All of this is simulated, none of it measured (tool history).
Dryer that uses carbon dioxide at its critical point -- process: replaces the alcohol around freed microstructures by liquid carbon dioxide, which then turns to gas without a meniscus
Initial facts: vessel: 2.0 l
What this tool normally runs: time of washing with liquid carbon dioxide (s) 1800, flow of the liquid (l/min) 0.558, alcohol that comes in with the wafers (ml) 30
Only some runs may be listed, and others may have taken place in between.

run,hour,time of washing with liquid carbon dioxide (s),flow of the liquid (l/min),alcohol that comes in with the wafers (ml),alcohol left in the vessel before it's heated (ppm by volume)
1,0,1800,0.558,30,38
2,4.5,1800,0.558,30,32
3,13.6,1800,0.558,30,26
4,21.5,1800,0.558,30,33
5,29.9,1800,0.558,30,30
6,34.7,1800,0.558,30,29
7,42.6,1800,0.558,30,24
8,48,1800,0.558,30,26
9,57.5,1800,0.558,30,39
10,61.7,1800,0.558,30,42
11,66.7,1800,0.558,30,33
12,70.9,1800,0.558,30,36
13,76.9,1800,0.558,30,42
14,85.1,2100,0.558,30,29
15,89.4,1440,0.581,30,78
16,98.5,1440,0.581,30,80
17,103,1440,0.581,30,82
18,109.1,2760,0.459,30,24
19,115,2760,0.459,30,17
20,122.2,1680,0.395,30,231
21,127.6,2040,0.368,74,319
22,134.5,1740,0.798,74,16
23,139.8,2580,0.558,30,15
24,147.7,1800,0.345,20,208
25,157.5,1800,0.419,20,100
26,163,2160,0.458,74,88

Branching from run 26: 5 alternative next runs. What would each branch give?
A,169.6,1740,0.376,57,?
B,169.6,2160,0.711,112,?
C,169.6,2340,0.544,43,?
D,169.6,1560,0.636,97,?
E,169.6,1260,0.728,77,?

run,alcohol left in the vessel before it's heated (ppm by volume)
A,465
B,19
C,28
D,108
E,144
Had the tool no hidden state, the same runs would have come out as:
run,alcohol left in the vessel before it's heated (ppm by volume)
A,364
B,11
C,18
D,71
E,101
